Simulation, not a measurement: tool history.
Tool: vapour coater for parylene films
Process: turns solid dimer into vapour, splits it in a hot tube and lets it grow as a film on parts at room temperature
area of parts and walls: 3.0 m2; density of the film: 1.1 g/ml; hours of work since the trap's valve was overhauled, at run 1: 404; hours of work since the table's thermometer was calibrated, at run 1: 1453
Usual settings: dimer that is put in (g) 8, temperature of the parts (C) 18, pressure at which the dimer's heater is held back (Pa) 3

| run | hour | dimer that is put in (g) | temperature of the parts (C) | pressure at which the dimer's heater is held back (Pa) | hours of work since the trap's valve was overhauled | hours of work since the table's thermometer was calibrated | thickness of the film (µm) |
|---|---|---|---|---|---|---|---|
| 1 | 0 | 8 | 18 | 3 | 404 | 1453 | 1.35 |
| 2 | 26.9 | 8 | 18 | 3 | 428 | 1476 | 1.35 |
| 3 | 52.3 | 8 | 18 | 3 | 450 | 1499 | 1.33 |
| 4 | 86.6 | 8 | 20 | 3 | 481 | 1529 | 1.23 |
| 5 | 136.9 | 8 | 18 | 3 | 525 | 1573 | 1.3 |
| 6 | 173.7 | 8 | 18 | 3 | 557 | 1606 | 1.3 |
| 7 | 210.3 | 8 | 19 | 3 | 590 | 1638 | 1.24 |
| 8 | 255.7 | 8 | 18 | 3 | 629 | 1678 | 1.32 |
| 9 | 278.9 | 8 | 18 | 3 | 650 | 1698 | 1.3 |
|  | 304.4 | trap's valve overhauled |
| 10 | 307 | 8 | 18 | 3 | 2 | 1720 | 1.53 |
|  | 345.5 | table's thermometer calibrated |
| 11 | 356.9 | 8 | 18 | 3 | 45 | 10 | 1.42 |
| 12 | 377.4 | 8 | 18 | 3 | 63 | 28 | 1.41 |
| 13 | 414.3 | 8 | 18 | 3 | 96 | 61 | 1.42 |
| 14 | 450.9 | 8 | 18 | 3 | 128 | 93 | 1.38 |
| 15 | 498.7 | 7 | 18 | 3 | 170 | 135 | 1.24 |
| 16 | 521.5 | 8 | 18 | 3 | 190 | 155 | 1.36 |
| 17 | 542.7 | 8 | 18 | 3 | 209 | 174 | 1.38 |
| 18 | 566.4 | 8 | 18 | 3 | 230 | 195 | 1.39 |
| 19 | 611.6 | 8 | 18 | 3 | 270 | 234 | 1.37 |
| 20 | 649.5 | 6 | 18 | 3 | 303 | 268 | 1.04 |
| 21 | 670.7 | 8 | 18 | 4.24 | 322 | 286 | 1.27 |
| 22 | 695 | 8 | 18 | 4.24 | 343 | 308 | 1.25 |
| 23 | 739.9 | 8 | 18 | 3 | 383 | 347 | 1.34 |
| 24 | 783.1 | 8 | 18 | 3 | 421 | 385 | 1.31 |
| 25 | 804.5 | 9 | 30 | 3 | 440 | 404 | 0.89 |
| 26 | 842.1 | 8 | 12 | 3 | 473 | 437 | 1.72 |
| 27 | 868.4 | 8 | 12 | 3 | 496 | 461 | 1.67 |
| 28 | 906.5 | 10 | 24 | 6.05 | 530 | 494 | 1.07 |
| 29 | 936.8 | 6 | 28 | 7.64 | 556 | 521 | 0.53 |
| 30 | 976.2 | 6 | 28 | 7.64 | 591 | 556 | 0.52 |
| 31 | 1000.7 | 6 | 28 | 6.58 | 612 | 577 | 0.5 |
| 32 | 1036.2 | 7 | 11 | 6.81 | 644 | 608 | 1.27 |
|  | 1068.6 | trap's valve overhauled |
| 33 | 1070.5 | 8 | 25 | 5.46 | 2 | 635 | 0.96 |
| 34 | 1101.3 | 4 | 10 | 5.54 | 29 | 662 | 0.85 |
| 35 | 1151.2 | 4 | 23 | 5.77 | 73 | 706 | 0.48 |
| 36 | 1185.8 | 4 | 23 | 5.77 | 103 | 737 | 0.48 |
| 37 | 1226.3 | 8 | 23 | 5.77 | 139 | 772 | 0.97 |
| 38 | 1250.3 | 8 | 23 | 5.77 | 160 | 793 | 0.95 |
| 39 | 1281.6 | 12 | 11 | 10.75 | 188 | 821 | 2.14 |
| 40 | 1320.2 | 7 | 18 | 5.81 | 222 | 855 | 1.03 |
| 41 | 1369.4 | 7 | 18 | 5.81 | 265 | 898 | 1.04 |
| 42 | 1401.2 | 7 | 10 | 5.81 | 293 | 926 | 1.45 |
| 43 | 1447.5 | 4 | 18 | 9.26 | 334 | 967 | 0.53 |
| 44 | 1492.7 | 3 | 29 | 3 | 374 | 1007 | 0.3 |
| 45 | 1538.5 | 10 | 18 | 3 | 414 | 1047 | 1.68 |
| 46 | 1562.5 | 8 | 30 | 7.17 | 435 | 1068 | 0.68 |

The same runs without the tool's hidden state, with the same run-to-run variation:
The hidden state here: vapour lost through the trap's worn valve, %; true temperature of the parts over the reading, C; drift of the gauge itself on film_um, %.
| run | thickness of the film (µm) |
|---|---|
| 1 | 1.43 |
| 2 | 1.43 |
| 3 | 1.42 |
| 4 | 1.32 |
| 5 | 1.41 |
| 6 | 1.42 |
| 7 | 1.37 |
| 8 | 1.46 |
| 9 | 1.45 |
| 10 | 1.46 |
| 11 | 1.44 |
| 12 | 1.42 |
| 13 | 1.44 |
| 14 | 1.41 |
| 15 | 1.28 |
| 16 | 1.41 |
| 17 | 1.43 |
| 18 | 1.45 |
| 19 | 1.44 |
| 20 | 1.1 |
| 21 | 1.35 |
| 22 | 1.32 |
| 23 | 1.44 |
| 24 | 1.42 |
| 25 | 0.96 |
| 26 | 1.88 |
| 27 | 1.84 |
| 28 | 1.19 |
| 29 | 0.59 |
| 30 | 0.58 |
| 31 | 0.57 |
| 32 | 1.44 |
| 33 | 0.94 |
| 34 | 0.84 |
| 35 | 0.47 |
| 36 | 0.48 |
| 37 | 0.97 |
| 38 | 0.96 |
| 39 | 2.18 |
| 40 | 1.06 |
| 41 | 1.07 |
| 42 | 1.5 |
| 43 | 0.56 |
| 44 | 0.32 |
| 45 | 1.79 |
| 46 | 0.72 |
